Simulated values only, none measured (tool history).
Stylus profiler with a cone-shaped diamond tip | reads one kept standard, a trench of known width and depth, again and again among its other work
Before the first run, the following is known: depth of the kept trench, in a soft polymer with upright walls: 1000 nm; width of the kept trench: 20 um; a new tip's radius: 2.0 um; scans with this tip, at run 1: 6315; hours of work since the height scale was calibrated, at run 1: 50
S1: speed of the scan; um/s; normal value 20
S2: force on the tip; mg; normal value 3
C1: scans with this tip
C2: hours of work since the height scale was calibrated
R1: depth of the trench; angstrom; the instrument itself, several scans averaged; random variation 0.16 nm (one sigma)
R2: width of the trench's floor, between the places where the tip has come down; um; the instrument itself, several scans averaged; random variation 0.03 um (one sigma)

| run | day | S1 | S2 | C1 | C2 | R1 | R2 |
|---|---|---|---|---|---|---|---|
| 1 | 0 | 20 | 3 | 6315 | 50 | 10086.6 | 16.49 |
| 2 | 1.733 | 20 | 2.81 | 6449 | 78 | 10077.5 | 16.48 |
| 3 | 3.908 | 20 | 2.81 | 6616 | 112 | 10077.6 | 16.49 |
| 4 | 5.808 | 20 | 2.86 | 6763 | 142 | 10077.6 | 16.47 |
| 5 | 7.075 | 20 | 1.38 | 6861 | 162 | 10048.2 | 16.45 |
| 6 | 9.683 | 20 | 1.38 | 7062 | 203 | 10048.3 | 16.46 |
| 7 | 11.979 | 20 | 1.38 | 7239 | 239 | 10045.5 | 16.44 |
| 8 | 13.896 | 20 | 1.38 | 7387 | 269 | 10050.3 | 16.45 |
| 9 | 16.083 | 20 | 1.38 | 7556 | 304 | 10051.9 | 16.45 |
| 10 | 18.604 | 20 | 2.13 | 7751 | 343 | 10065.7 | 16.45 |
| 11 | 20.725 | 20 | 2.13 | 7914 | 377 | 10067.6 | 16.42 |
| 12 | 22.433 | 20 | 3.78 | 8046 | 404 | 10099.2 | 16.4 |
| 13 | 24.108 | 20 | 4.04 | 8175 | 430 | 10105.1 | 16.48 |
| 14 | 25.717 | 20 | 4.62 | 8299 | 455 | 10112.4 | 16.52 |
| 15 | 27.929 | 20 | 4.62 | 8470 | 490 | 10109.9 | 16.46 |
| 16 | 29.067 | 20 | 4.62 | 8558 | 508 | 10107.6 | 16.44 |
| 17 | 31.525 | 20 | 4.62 | 8748 | 547 | 10110.2 | 16.45 |
| 18 | 33.983 | 20 | 4.77 | 8937 | 586 | 10113 | 16.46 |
| 19 | 35.9 | 20 | 4.77 | 9085 | 616 | 10116.5 | 16.47 |
| 20 | 37.396 | 20 | 4.77 | 9201 | 639 | 10113.4 | 16.49 |
| 21 | 39.883 | 20 | 6.67 | 9392 | 679 | 10143.5 | 16.45 |
| 22 | 41.888 | 20 | 6.67 | 9547 | 710 | 10141.7 | 16.49 |
| 23 | 44.046 | 20 | 1.44 | 9714 | 744 | 10049.6 | 16.38 |
| 24 | 46.042 | 20 | 1.44 | 9868 | 776 | 10050.9 | 16.44 |
| 25 | 48.671 | 32 | 1.78 | 10071 | 817 | 10060.2 | 16.41 |
| 26 | 51.242 | 32 | 1.78 | 10269 | 857 | 10060.4 | 16.42 |
| 27 | 53.283 | 28 | 1.21 | 10427 | 890 | 10046.5 | 16.36 |
| 28 | 55.167 | 37 | 6.36 | 10572 | 919 | 10137.5 | 16.47 |
| 29 | 57.446 | 7 | 2.16 | 10748 | 955 | 10066.3 | 16.54 |
| 30 | 59.142 | 7 | 2.28 | 10879 | 982 | 10067.5 | 16.48 |
| 31 | 60.479 | 9 | 6.33 | 10982 | 1003 | 10140 | 16.49 |
| 32 | 63.038 | 9 | 6.33 | 11179 | 1043 | 10138.6 | 16.53 |
| 33 | 65.5 | 6 | 3 | 11369 | 1082 | 10084.3 | 16.5 |
| 34 | 68.138 | 6 | 3 | 11573 | 1124 | 10084.2 | 16.53 |
| 35 | 70.783 | 6 | 3.56 | 11777 | 1165 | 10093.9 | 16.49 |
|  | 72.054 | height scale calibrated on a step standard |
| 36 | 73.508 | 21 | 3.15 | 11986 | 23 | 10083.2 | 16.43 |
| 37 | 75.804 | 6 | 5.27 | 12163 | 59 | 10119.1 | 16.55 |
| 38 | 76.95 | 6 | 5.27 | 12251 | 77 | 10121.6 | 16.51 |
| 39 | 79.525 | 6 | 5.27 | 12450 | 118 | 10123.4 | 16.51 |
| 40 | 81.025 | 7 | 6.34 | 12566 | 141 | 10135.5 | 16.53 |
| 41 | 83.575 | 7 | 6.34 | 12762 | 181 | 10136.7 | 16.48 |
| 42 | 84.854 | 5 | 6.34 | 12861 | 202 | 10137.4 | 16.51 |
| 43 | 87.108 | 13 | 2.15 | 13035 | 237 | 10065 | 16.48 |
| 44 | 88.271 | 13 | 2.15 | 13125 | 255 | 10067 | 16.46 |
| 45 | 89.446 | 13 | 2.15 | 13215 | 274 | 10063.2 | 16.47 |
| 46 | 90.958 | 13 | 2.15 | 13332 | 298 | 10068 | 16.44 |

Take each entry between the runs: how does the hidden state at the last listed run before it differ from the hidden state at the first listed run after it?
In the gap between runs 35 and 36: height scale calibrated on a step standard (day 72.054)
  height scale over the true one, %: 0.004 -> 0

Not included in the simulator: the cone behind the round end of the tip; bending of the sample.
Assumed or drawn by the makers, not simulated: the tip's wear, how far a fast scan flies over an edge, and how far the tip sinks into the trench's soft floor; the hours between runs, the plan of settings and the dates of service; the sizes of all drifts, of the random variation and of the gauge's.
